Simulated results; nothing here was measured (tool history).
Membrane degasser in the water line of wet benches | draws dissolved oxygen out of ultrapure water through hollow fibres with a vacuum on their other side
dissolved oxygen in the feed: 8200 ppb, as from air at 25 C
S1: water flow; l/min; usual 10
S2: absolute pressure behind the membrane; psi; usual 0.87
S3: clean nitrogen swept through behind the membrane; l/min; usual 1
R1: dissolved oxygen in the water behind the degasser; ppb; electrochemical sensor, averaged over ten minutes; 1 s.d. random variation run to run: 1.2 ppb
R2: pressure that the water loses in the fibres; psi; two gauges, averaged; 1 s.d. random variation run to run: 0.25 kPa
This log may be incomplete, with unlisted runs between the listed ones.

run	hour	S1	S2	S3	R1	R2
1	0	10	0.87	1	121	9.926
2	149.3	10	0.699	1	93.2	9.964
3	326.2	10	0.68	1	93.3	9.976
4	501.6	10	0.68	1	91.1	9.925
5	655.4	10	0.68	1	91.9	9.992
6	835.1	11	0.68	1	116.9	10.995
7	995.7	11	1.777	1	310.6	11.04
8	1132.1	10	0.87	1	123.9	9.938
9	1227.3	6	0.87	1	49.7	5.981
10	1349.9	6	0.87	1	52.4	6.055
11	1443.1	6	0.87	1	51.1	6.013
12	1584.4	6	1.189	1	84.8	6.036
13	1698.2	12	1.063	0.43	345.9	12.061
14	1847.4	6	0.664	1	30.8	6.094
# hour 1906.1: vacuum gauge calibrated
15	1942.1	6	0.664	1	27.4	6.022
16	2086.8	15	0.87	2.15	232.7	15.143
17	2222.8	15	0.87	2.15	233.9	15.167
18	2315.3	15	0.87	2.15	230.6	15.151
19	2445.4	7	0.815	2.1	33.7	7.066
20	2587.6	10	0.87	2.86	83.4	10.195
21	2705.6	10	1.25	1	186.5	10.153
22	2787.2	15	0.806	0.77	291.5	15.264

Some steps in R1, run to run, broken into two amounts with sign: the step expected even without the hidden condition (settings, incoming material, random variation), and the rest, left for the hidden condition together with whatever gauge scatter is not in both the measured and the hidden-condition-free result:
Hidden conditions of the tool in this case: membrane still open, %; true pressure behind the membrane over the reading, kPa; air that leaks in behind the membrane, l/min; drift of the gauge itself on oxygen_ppb, %; drift of the gauge itself on loss_of_pressure_kpa, %.
Run 12 -> 13: S1 6 -> 12, S2 1.189 -> 1.063, S3 1 -> 0.43. R1 +261.1 ppb: hidden state +15.6, all else +245.5.
Run 13 -> 14: S1 12 -> 6, S2 1.063 -> 0.664, S3 0.43 -> 1. R1 -315.1 ppb: hidden state -16.3, all else -298.8.
Run 15 -> 16: S1 6 -> 15, S2 0.664 -> 0.87, S3 1 -> 2.15. R1 +205.3 ppb: hidden state +16.8, all else +188.5.

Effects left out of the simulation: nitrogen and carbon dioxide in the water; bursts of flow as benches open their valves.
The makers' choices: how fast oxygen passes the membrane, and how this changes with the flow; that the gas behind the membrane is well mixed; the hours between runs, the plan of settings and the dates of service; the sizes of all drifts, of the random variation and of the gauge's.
